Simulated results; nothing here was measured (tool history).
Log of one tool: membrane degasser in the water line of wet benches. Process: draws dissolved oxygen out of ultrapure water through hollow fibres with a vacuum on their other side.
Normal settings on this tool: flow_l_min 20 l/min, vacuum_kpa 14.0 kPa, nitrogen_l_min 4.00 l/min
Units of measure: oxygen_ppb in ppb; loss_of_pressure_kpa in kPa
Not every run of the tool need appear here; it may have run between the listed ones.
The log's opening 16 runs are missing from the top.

Run 17, hour 527.5: usual settings. Result: oxygen_ppb 144.5 ppb, loss_of_pressure_kpa 34.84 kPa.
Run 18, hour 552.0: usual settings. Result: oxygen_ppb 142.7 ppb, loss_of_pressure_kpa 34.76 kPa.
Run 19, hour 576.7: usual settings but flow_l_min 16 l/min, vacuum_kpa 12.9 kPa, nitrogen_l_min 1.90 l/min. Result: oxygen_ppb 195.6 ppb, loss_of_pressure_kpa 27.73 kPa.
Run 20, hour 610.7: usual settings but flow_l_min 14 l/min, vacuum_kpa 17.5 kPa, nitrogen_l_min 2.41 l/min. Result: oxygen_ppb 200.9 ppb, loss_of_pressure_kpa 24.31 kPa.
Run 21, hour 630.7: usual settings but flow_l_min 14 l/min, vacuum_kpa 27.9 kPa, nitrogen_l_min 5.28 l/min. Result: oxygen_ppb 161.9 ppb, loss_of_pressure_kpa 24.29 kPa.
Run 22, hour 670.1: usual settings but flow_l_min 14 l/min, vacuum_kpa 27.9 kPa, nitrogen_l_min 5.28 l/min. Result: oxygen_ppb 163.5 ppb, loss_of_pressure_kpa 24.61 kPa.
Run 23, hour 700.1: usual settings but flow_l_min 14 l/min, vacuum_kpa 27.9 kPa, nitrogen_l_min 5.28 l/min. Result: oxygen_ppb 163.8 ppb, loss_of_pressure_kpa 24.39 kPa.
Run 24, hour 744.3: usual settings but flow_l_min 14 l/min, vacuum_kpa 11.2 kPa, nitrogen_l_min 4.38 l/min. Result: oxygen_ppb 65.0 ppb, loss_of_pressure_kpa 24.18 kPa.
Run 25, hour 766.6: usual settings but flow_l_min 14 l/min, vacuum_kpa 11.2 kPa, nitrogen_l_min 4.38 l/min. Result: oxygen_ppb 64.5 ppb, loss_of_pressure_kpa 24.35 kPa.
Run 26, hour 790.5: usual settings but vacuum_kpa 29.1 kPa, nitrogen_l_min 3.34 l/min. Result: oxygen_ppb 372.0 ppb, loss_of_pressure_kpa 34.86 kPa.
Run 27, hour 812.5: usual settings but vacuum_kpa 19.2 kPa, nitrogen_l_min 10.38 l/min. Result: oxygen_ppb 90.5 ppb, loss_of_pressure_kpa 34.76 kPa.
Run 28, hour 838.9: usual settings but flow_l_min 27 l/min, nitrogen_l_min 4.73 l/min. Result: oxygen_ppb 182.3 ppb, loss_of_pressure_kpa 47.05 kPa.
Run 29, hour 869.7: usual settings but flow_l_min 18 l/min, vacuum_kpa 9.7 kPa, nitrogen_l_min 4.92 l/min. Result: oxygen_ppb 66.7 ppb, loss_of_pressure_kpa 31.27 kPa.
Run 30, hour 890.4: usual settings but flow_l_min 32 l/min, vacuum_kpa 23.8 kPa, nitrogen_l_min 1.71 l/min. Result: oxygen_ppb 844.7 ppb, loss_of_pressure_kpa 55.32 kPa.
Run 31, hour 918.2: usual settings but flow_l_min 19 l/min, vacuum_kpa 13.1 kPa, nitrogen_l_min 3.38 l/min. Result: oxygen_ppb 145.3 ppb, loss_of_pressure_kpa 33.14 kPa.
Run 32, hour 943.6: usual settings but flow_l_min 19 l/min, vacuum_kpa 13.1 kPa, nitrogen_l_min 3.38 l/min. Result: oxygen_ppb 144.7 ppb, loss_of_pressure_kpa 33.22 kPa.
Run 33, hour 978.5: usual settings but vacuum_kpa 13.3 kPa, nitrogen_l_min 8.92 l/min. Result: oxygen_ppb 69.4 ppb, loss_of_pressure_kpa 34.78 kPa.

Here are 3 independent what-if runs from the current tool condition. What would each one return?
Run A, hour 1013.0: usual settings but flow_l_min 27 l/min, vacuum_kpa 32.1 kPa. Result: oxygen_ppb ?, loss_of_pressure_kpa ?.
Run B, hour 1013.0: usual settings but flow_l_min 12 l/min. Result: oxygen_ppb ?, loss_of_pressure_kpa ?.
Run C, hour 1013.0: usual settings but vacuum_kpa 9.6 kPa, nitrogen_l_min 8.92 l/min. Result: oxygen_ppb ?, loss_of_pressure_kpa ?.

run  oxygen_ppb  loss_of_pressure_kpa
  A       476.1                 46.88
  B        81.6                 20.81
  C        49.3                 34.88
Take away the tool's hidden state, keep each run's random variation, and the runs would have read:
run  oxygen_ppb  loss_of_pressure_kpa
  A       476.0                 46.87
  B        81.5                 20.80
  C        49.3                 34.87

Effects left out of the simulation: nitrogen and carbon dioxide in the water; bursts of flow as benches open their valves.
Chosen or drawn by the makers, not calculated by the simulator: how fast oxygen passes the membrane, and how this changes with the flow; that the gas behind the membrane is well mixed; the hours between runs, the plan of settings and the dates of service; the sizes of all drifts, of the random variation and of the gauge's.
